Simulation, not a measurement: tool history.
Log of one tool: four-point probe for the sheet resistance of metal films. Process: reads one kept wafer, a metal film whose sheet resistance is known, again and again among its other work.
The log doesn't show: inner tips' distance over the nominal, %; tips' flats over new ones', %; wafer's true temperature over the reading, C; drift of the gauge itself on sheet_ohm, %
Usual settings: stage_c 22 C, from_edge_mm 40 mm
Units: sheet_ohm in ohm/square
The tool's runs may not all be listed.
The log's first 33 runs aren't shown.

run	hour	stage_c	from_edge_mm	touches since the probe head was changed	hours of work since the stage's thermometer was calibrated	sheet_ohm
34	3379.2	29	5	7066	1296	0.154812
35	3439.8	19	3	8609	1325	0.163629
36	3558.2	27	41	11630	1383	0.149928
37	3696	27	41	15143	1450	0.149842
38	3822.5	20	24	18369	1512	0.150481
39	3921.5	20	24	20895	1560	0.150504
40	4024.6	18	6	23525	1610	0.153859
41	4083.2	28	8	25020	1639	0.151462
42	4159.1	28	8	26955	1676	0.151412
43	4297.4	22	47	30482	1743	0.149918
44	4412.7	22	47	33423	1799	0.149846
45	4528.2	22	43	36368	1856	0.149775

4 ways to go on from here, each from the tool as it stands after run 45. What would each give?
A	4610	28	40	38455	1895	?
B	4610	23	15	38455	1895	?
C	4610	31	49	38455	1895	?
D	4610	21	6	38455	1895	?

run	sheet_ohm
A	0.149259
B	0.150135
C	0.148986
D	0.153227
Without the tool's hidden state the same runs would have given:
run	sheet_ohm
A	0.150054
B	0.150941
C	0.149776
D	0.154051
